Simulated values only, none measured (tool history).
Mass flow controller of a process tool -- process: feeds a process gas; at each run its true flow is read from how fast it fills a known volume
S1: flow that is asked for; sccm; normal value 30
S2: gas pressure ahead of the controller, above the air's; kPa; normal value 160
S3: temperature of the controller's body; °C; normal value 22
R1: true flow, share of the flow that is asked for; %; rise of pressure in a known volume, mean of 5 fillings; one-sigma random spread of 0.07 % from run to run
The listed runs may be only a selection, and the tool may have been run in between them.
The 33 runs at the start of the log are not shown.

{"run": 34, "hour": 4863.6, "S1": 30, "S2": 273, "S3": 22, "R1": 99.06}
{"run": 35, "hour": 5040.0, "S1": 9, "S2": 273, "S3": 26, "R1": 97.32}
{"run": 36, "hour": 5223.1, "S1": 6, "S2": 270, "S3": 34, "R1": 96.58}
{"run": 37, "hour": 5328.8, "S1": 11, "S2": 210, "S3": 22, "R1": 97.72}
{"run": 38, "hour": 5488.5, "S1": 11, "S2": 210, "S3": 22, "R1": 97.63}
{"run": 39, "hour": 5599.4, "S1": 11, "S2": 210, "S3": 22, "R1": 97.53}
{"run": 40, "hour": 5758.5, "S1": 11, "S2": 210, "S3": 22, "R1": 97.68}
{"run": 41, "hour": 5904.7, "S1": 13, "S2": 239, "S3": 22, "R1": 97.77}
{"run": 42, "hour": 6080.3, "S1": 19, "S2": 189, "S3": 22, "R1": 98.18}
{"run": 43, "hour": 6285.9, "S1": 19, "S2": 189, "S3": 22, "R1": 98.13}
{"run": 44, "hour": 6468.7, "S1": 30, "S2": 232, "S3": 22, "R1": 99.0}
{"run": 45, "hour": 6603.8, "S1": 30, "S2": 232, "S3": 22, "R1": 99.12}

Each row is a separate what-if for the run after 45, all from the same tool condition, not one after another. Results?
{"run": "A", "hour": 6767.8, "S1": 30, "S2": 225, "S3": 22, "R1": "?"}
{"run": "B", "hour": 6767.8, "S1": 30, "S2": 160, "S3": 21, "R1": "?"}
{"run": "C", "hour": 6767.8, "S1": 30, "S2": 197, "S3": 22, "R1": "?"}
{"run": "D", "hour": 6767.8, "S1": 14, "S2": 194, "S3": 34, "R1": "?"}

run=A R1=98.98
run=B R1=98.84
run=C R1=98.96
run=D R1=96.90
With the hidden condition removed and each run's random variation left untouched, the same runs would have given:
run=A R1=99.00
run=B R1=98.86
run=C R1=98.98
run=D R1=96.93

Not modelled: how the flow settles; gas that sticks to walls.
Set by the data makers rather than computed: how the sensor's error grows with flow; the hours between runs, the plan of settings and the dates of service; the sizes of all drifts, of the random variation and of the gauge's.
